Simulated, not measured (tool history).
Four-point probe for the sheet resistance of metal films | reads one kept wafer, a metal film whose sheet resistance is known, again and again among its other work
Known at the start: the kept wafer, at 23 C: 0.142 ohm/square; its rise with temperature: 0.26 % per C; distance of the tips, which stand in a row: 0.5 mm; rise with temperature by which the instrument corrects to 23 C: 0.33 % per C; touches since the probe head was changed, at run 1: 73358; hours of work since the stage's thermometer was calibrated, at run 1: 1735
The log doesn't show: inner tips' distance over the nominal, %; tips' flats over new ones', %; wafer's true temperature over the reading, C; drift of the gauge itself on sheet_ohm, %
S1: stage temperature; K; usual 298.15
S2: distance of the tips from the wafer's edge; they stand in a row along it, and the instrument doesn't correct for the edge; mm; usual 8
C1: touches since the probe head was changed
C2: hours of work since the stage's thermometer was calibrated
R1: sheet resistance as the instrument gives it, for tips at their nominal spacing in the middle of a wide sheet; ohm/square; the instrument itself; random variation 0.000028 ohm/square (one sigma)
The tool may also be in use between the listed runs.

run,hour,S1,S2,C1,C2,R1
1,0.0,298.15,8,73358,1735,0.142631
2,66.0,298.15,8,74676,1768,0.142688
# hour 187.9: stage's thermometer calibrated
3,187.9,298.15,8,77099,0,0.142907
4,266.7,298.15,8,78672,39,0.142922
5,348.5,298.15,8,80305,80,0.142909
6,455.5,298.15,8,82443,133,0.142965
7,553.7,298.15,8,84402,182,0.142920
8,614.1,298.15,8,85608,212,0.142928
9,710.1,298.15,8,87524,260,0.142958
10,786.9,298.15,8,89058,298,0.142980
11,874.9,298.15,8,90815,342,0.142973
12,988.6,298.15,8,93085,399,0.142950
13,1075.5,298.15,8,94819,442,0.142990
14,1188.5,298.15,63,97075,498,0.142696
15,1306.2,298.15,63,99425,557,0.142680
16,1421.6,298.15,63,101729,614,0.142732
17,1542.1,298.15,5,104135,674,0.143498
18,1629.6,298.15,5,105883,718,0.143480
19,1694.9,296.15,12,107185,750,0.143039
20,1807.0,292.15,42,109423,806,0.143320
21,1882.0,301.15,24,110921,844,0.142492
22,1967.8,308.15,26,112634,886,0.141904
23,2042.7,298.15,4,114129,924,0.143911
24,2143.6,300.15,16,116144,974,0.142676
25,2227.9,300.15,16,117827,1016,0.142630
26,2302.0,299.15,37,119307,1053,0.142725
27,2393.9,299.15,37,121142,1098,0.142734
28,2490.8,294.15,43,123074,1147,0.143127
29,2576.9,299.15,6,124795,1190,0.143267
30,2697.6,299.15,6,127204,1250,0.143229

Hidden state or all else? Some run-to-run changes of R1, split into what the settings, what came in and random variation would give without the hidden state, and what is left for the hidden state (with any gauge scatter that isn't in both results):
Run 2 -> 3: stage's thermometer calibrated. R1 +0.000219 ohm/square: hidden state +0.000220, all else -0.000001.
Run 16 -> 17: S2 63 -> 5. R1 +0.000766 ohm/square: hidden state +0.000016, all else +0.000750.
Run 20 -> 21: S1 292.15 -> 301.15, S2 42 -> 24. R1 -0.000828 ohm/square: hidden state +0.000005, all else -0.000833.
Run 22 -> 23: S1 308.15 -> 298.15, S2 26 -> 4. R1 +0.002007 ohm/square: hidden state +0.000016, all else +0.001991.
Run 23 -> 24: S1 298.15 -> 300.15, S2 4 -> 16. R1 -0.001235 ohm/square: hidden state +0.000001, all else -0.001236.
